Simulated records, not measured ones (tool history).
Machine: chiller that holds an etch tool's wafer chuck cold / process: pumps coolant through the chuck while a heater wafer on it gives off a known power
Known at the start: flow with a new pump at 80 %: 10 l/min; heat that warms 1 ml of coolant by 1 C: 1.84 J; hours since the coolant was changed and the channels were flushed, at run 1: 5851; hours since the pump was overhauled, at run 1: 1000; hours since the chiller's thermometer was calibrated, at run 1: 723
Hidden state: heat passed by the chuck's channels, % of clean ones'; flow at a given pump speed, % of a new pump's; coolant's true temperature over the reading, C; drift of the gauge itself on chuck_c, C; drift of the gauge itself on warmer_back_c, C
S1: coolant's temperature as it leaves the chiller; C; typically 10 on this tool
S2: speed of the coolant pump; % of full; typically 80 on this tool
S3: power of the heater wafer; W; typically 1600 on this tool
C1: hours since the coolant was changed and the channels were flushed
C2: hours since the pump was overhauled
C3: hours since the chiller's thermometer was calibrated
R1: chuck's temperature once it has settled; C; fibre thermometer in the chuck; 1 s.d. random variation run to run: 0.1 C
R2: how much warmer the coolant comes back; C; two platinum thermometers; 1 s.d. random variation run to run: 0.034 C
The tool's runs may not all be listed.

| run | hour | S1 | S2 | S3 | C1 | C2 | C3 | R1 | R2 |
|---|---|---|---|---|---|---|---|---|---|
| 1 | 0.0 | 10 | 80 | 1600 | 5851 | 1000 | 723 | 24.6 | 5.32 |
| 2 | 36.1 | 10 | 80 | 1600 | 5887 | 1036 | 759 | 24.7 | 5.36 |
| 3 | 75.5 | 10 | 80 | 1600 | 5927 | 1075 | 798 | 24.8 | 5.33 |
| 4 | 124.3 | 10 | 91 | 1600 | 5975 | 1124 | 847 | 23.4 | 4.69 |
| 5 | 179.6 | 10 | 91 | 1600 | 6031 | 1179 | 902 | 23.5 | 4.63 |
| 6 | 212.7 | 10 | 91 | 1600 | 6064 | 1213 | 935 | 23.6 | 4.60 |
| 7 | 269.4 | 11 | 80 | 1600 | 6121 | 1269 | 992 | 25.9 | 5.41 |
| 8 | 327.2 | 11 | 80 | 1600 | 6178 | 1327 | 1050 | 25.8 | 5.41 |
| 9 | 358.2 | 11 | 80 | 1600 | 6209 | 1358 | 1081 | 25.7 | 5.40 |
| 10 | 411.4 | 6 | 80 | 1600 | 6262 | 1411 | 1134 | 20.7 | 5.35 |
| 11 | 442.2 | 6 | 80 | 1600 | 6293 | 1442 | 1165 | 20.9 | 5.38 |
| 12 | 483.7 | 6 | 80 | 1600 | 6335 | 1484 | 1206 | 20.7 | 5.41 |
| 13 | 527.6 | 6 | 80 | 1600 | 6379 | 1527 | 1250 | 21.0 | 5.42 |
| 14 | 573.6 | 10 | 80 | 1600 | 6425 | 1573 | 1296 | 24.9 | 5.46 |
| 15 | 597.4 | 10 | 80 | 1600 | 6449 | 1597 | 1320 | 25.0 | 5.39 |
| 16 | 650.0 | 16 | 80 | 1681 | 6501 | 1650 | 1373 | 31.7 | 5.68 |
| 17 | 678.2 | 13 | 80 | 1600 | 6529 | 1678 | 1401 | 28.1 | 5.48 |
| 18 | 706.8 | 13 | 80 | 1600 | 6558 | 1707 | 1429 | 28.0 | 5.41 |
| 19 | 733.7 | 1 | 98 | 1676 | 6585 | 1734 | 1456 | 14.6 | 4.55 |
| 20 | 791.5 | 5 | 86 | 1600 | 6643 | 1791 | 1514 | 19.6 | 4.99 |
| 21 | 816.4 | 2 | 99 | 836 | 6668 | 1816 | 1539 | 8.8 | 2.25 |
| 22 | 850.2 | 2 | 99 | 836 | 6701 | 1850 | 1573 | 8.9 | 2.22 |
| 23 | 884.4 | 2 | 99 | 836 | 6736 | 1884 | 1607 | 8.9 | 2.26 |
| 24 | 942.4 | 13 | 83 | 1471 | 6794 | 1942 | 1665 | 26.4 | 4.82 |
| 25 | 978.3 | 13 | 83 | 1471 | 6829 | 1978 | 1701 | 26.5 | 4.81 |
| 26 | 1014.7 | 13 | 83 | 1471 | 6866 | 2015 | 1737 | 26.7 | 4.79 |
| 27 | 1044.6 | 0 | 80 | 1843 | 6896 | 2044 | 1767 | 17.5 | 6.28 |
| 28 | 1070.4 | 17 | 80 | 2388 | 6922 | 2070 | 1793 | 39.9 | 8.13 |
| 29 | 1095.3 | 0 | 80 | 1600 | 6946 | 2095 | 1818 | 15.3 | 5.49 |

Measured less the same run without the tool's hidden state. The same run-to-run variation is in both; the gauge's scatter may not be:
| run | R1 | R2 |
|---|---|---|
| 1 | +1.4 | +0.13 |
| 2 | +1.4 | +0.14 |
| 3 | +1.4 | +0.14 |
| 4 | +1.3 | +0.12 |
| 5 | +1.4 | +0.13 |
| 6 | +1.4 | +0.13 |
| 7 | +1.5 | +0.16 |
| 8 | +1.6 | +0.17 |
| 9 | +1.5 | +0.17 |
| 10 | +1.6 | +0.18 |
| 11 | +1.6 | +0.18 |
| 12 | +1.6 | +0.19 |
| 13 | +1.6 | +0.19 |
| 14 | +1.7 | +0.19 |
| 15 | +1.6 | +0.20 |
| 16 | +1.8 | +0.22 |
| 17 | +1.7 | +0.21 |
| 18 | +1.7 | +0.21 |
| 19 | +1.6 | +0.18 |
| 20 | +1.7 | +0.20 |
| 21 | +0.8 | +0.10 |
| 22 | +0.8 | +0.09 |
| 23 | +0.8 | +0.09 |
| 24 | +1.6 | +0.21 |
| 25 | +1.7 | +0.22 |
| 26 | +1.7 | +0.22 |
| 27 | +2.2 | +0.29 |
| 28 | +2.8 | +0.38 |
| 29 | +2.0 | +0.26 |
